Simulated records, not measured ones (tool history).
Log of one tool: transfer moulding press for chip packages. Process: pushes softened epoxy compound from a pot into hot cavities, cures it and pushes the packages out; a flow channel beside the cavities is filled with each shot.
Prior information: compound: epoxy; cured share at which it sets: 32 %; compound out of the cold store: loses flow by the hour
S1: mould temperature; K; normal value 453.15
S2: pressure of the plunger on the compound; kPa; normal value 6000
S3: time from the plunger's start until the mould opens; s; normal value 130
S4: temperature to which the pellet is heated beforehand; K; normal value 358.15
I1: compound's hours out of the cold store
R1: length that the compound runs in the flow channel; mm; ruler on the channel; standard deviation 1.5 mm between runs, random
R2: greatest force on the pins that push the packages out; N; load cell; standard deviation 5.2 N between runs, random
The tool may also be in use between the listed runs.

{"run": 1, "hour": 0.0, "S1": 453.15, "S2": 6000, "S3": 130, "S4": 358.15, "I1": 38.8, "R1": 678, "R2": 256}
{"run": 2, "hour": 22.9, "S1": 453.15, "S2": 6000, "S3": 130, "S4": 358.15, "I1": 14.4, "R1": 771, "R2": 262}
{"hour": 52.5, "done": "cavities cleaned with cleaning compound and waxed"}
{"run": 3, "hour": 70.0, "S1": 453.15, "S2": 6000, "S3": 118, "S4": 358.15, "I1": 33.8, "R1": 693, "R2": 200}
{"hour": 95.3, "done": "plunger's sealing rings changed"}
{"run": 4, "hour": 95.8, "S1": 453.15, "S2": 6000, "S3": 118, "S4": 358.15, "I1": 40.1, "R1": 699, "R2": 245}
{"run": 5, "hour": 124.2, "S1": 453.15, "S2": 6000, "S3": 118, "S4": 358.15, "I1": 25, "R1": 758, "R2": 275}
{"run": 6, "hour": 155.7, "S1": 453.15, "S2": 6000, "S3": 118, "S4": 358.15, "I1": 40.3, "R1": 695, "R2": 285}
{"hour": 164.5, "done": "cavities cleaned with cleaning compound and waxed"}
{"run": 7, "hour": 182.5, "S1": 453.15, "S2": 6000, "S3": 118, "S4": 358.15, "I1": 31.5, "R1": 726, "R2": 213}
{"run": 8, "hour": 218.3, "S1": 453.15, "S2": 6000, "S3": 118, "S4": 358.15, "I1": 36, "R1": 706, "R2": 245}
{"run": 9, "hour": 247.9, "S1": 453.15, "S2": 6000, "S3": 118, "S4": 358.15, "I1": 19.7, "R1": 774, "R2": 280}
{"hour": 272.8, "done": "cavities cleaned with cleaning compound and waxed"}
{"run": 10, "hour": 286.9, "S1": 453.15, "S2": 6730, "S3": 118, "S4": 358.15, "I1": 14.4, "R1": 842, "R2": 206}
{"hour": 303.3, "done": "mould's thermocouples calibrated"}
{"run": 11, "hour": 336.6, "S1": 453.15, "S2": 7180, "S3": 118, "S4": 358.15, "I1": 16.1, "R1": 862, "R2": 272}
{"run": 12, "hour": 362.2, "S1": 447.15, "S2": 6000, "S3": 130, "S4": 358.15, "I1": 38.6, "R1": 711, "R2": 325}
{"hour": 382.9, "done": "cavities cleaned with cleaning compound and waxed"}
{"run": 13, "hour": 385.8, "S1": 452.15, "S2": 5410, "S3": 147, "S4": 364.15, "I1": 47.1, "R1": 630, "R2": 163}
{"run": 14, "hour": 434.3, "S1": 452.15, "S2": 5410, "S3": 147, "S4": 364.15, "I1": 19.8, "R1": 729, "R2": 226}
{"run": 15, "hour": 460.0, "S1": 452.15, "S2": 6470, "S3": 130, "S4": 356.15, "I1": 16.4, "R1": 812, "R2": 266}
{"hour": 493.1, "done": "cavities cleaned with cleaning compound and waxed"}
{"run": 16, "hour": 505.8, "S1": 452.15, "S2": 6470, "S3": 130, "S4": 356.15, "I1": 40, "R1": 705, "R2": 184}

Run 17 is up next; what results do you expect?
{"run": 17, "hour": 553.1, "S1": 451.15, "S2": 4820, "S3": 143, "S4": 363.15, "I1": 16.7, "R1": "?", "R2": "?"}

Run 17 produced R1 695 mm, R2 257 N.
Take away the tool's hidden state, keep the run-to-run variation as it was, and the same run would have given R1 723 mm, R2 171 N.
